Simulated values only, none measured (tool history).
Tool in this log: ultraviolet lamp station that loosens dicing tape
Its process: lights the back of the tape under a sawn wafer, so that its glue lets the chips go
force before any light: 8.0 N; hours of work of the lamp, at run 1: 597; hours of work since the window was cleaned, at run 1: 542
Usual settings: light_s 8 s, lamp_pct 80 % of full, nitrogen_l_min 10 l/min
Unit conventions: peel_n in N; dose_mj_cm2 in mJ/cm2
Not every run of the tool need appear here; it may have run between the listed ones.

run	day	light_s	lamp_pct	nitrogen_l_min	hours of work of the lamp	hours of work since the window was cleaned	peel_n	dose_mj_cm2
1	0.000	8	80	10	597	542	0.643	459
2	2.100	8	80	10	627	572	0.644	453
3	3.792	8	80	10	651	596	0.696	448
4	4.850	8	80	10	666	611	0.689	442
5	6.046	8	80	10	683	628	0.700	438
# day 6.304: window cleaned of glue's vapour
6	7.692	8	80	10	707	20	0.790	417
7	9.221	8	80	10	728	42	0.795	419
# day 10.862: window cleaned of glue's vapour, once more
8	11.321	8	80	10	758	7	0.692	449
9	12.558	8	80	10	775	24	0.697	445
10	14.850	8	80	10	808	57	0.743	433
11	16.346	8	80	10	829	78	0.745	429
12	17.958	8	80	10	852	101	0.735	421
13	19.254	11	99	8	871	119	0.250	716
14	20.921	11	99	8	895	143	0.260	712

The next listed run, before its measurement:
15	22.508	11	99	8	917	166	?	?

Run 15 gave peel_n 0.255 N, dose_mj_cm2 696 mJ/cm2.
Take away the tool's hidden state, keep the run-to-run variation as it was, and the same run would have given peel_n 0.113 N, dose_mj_cm2 1010 mJ/cm2.
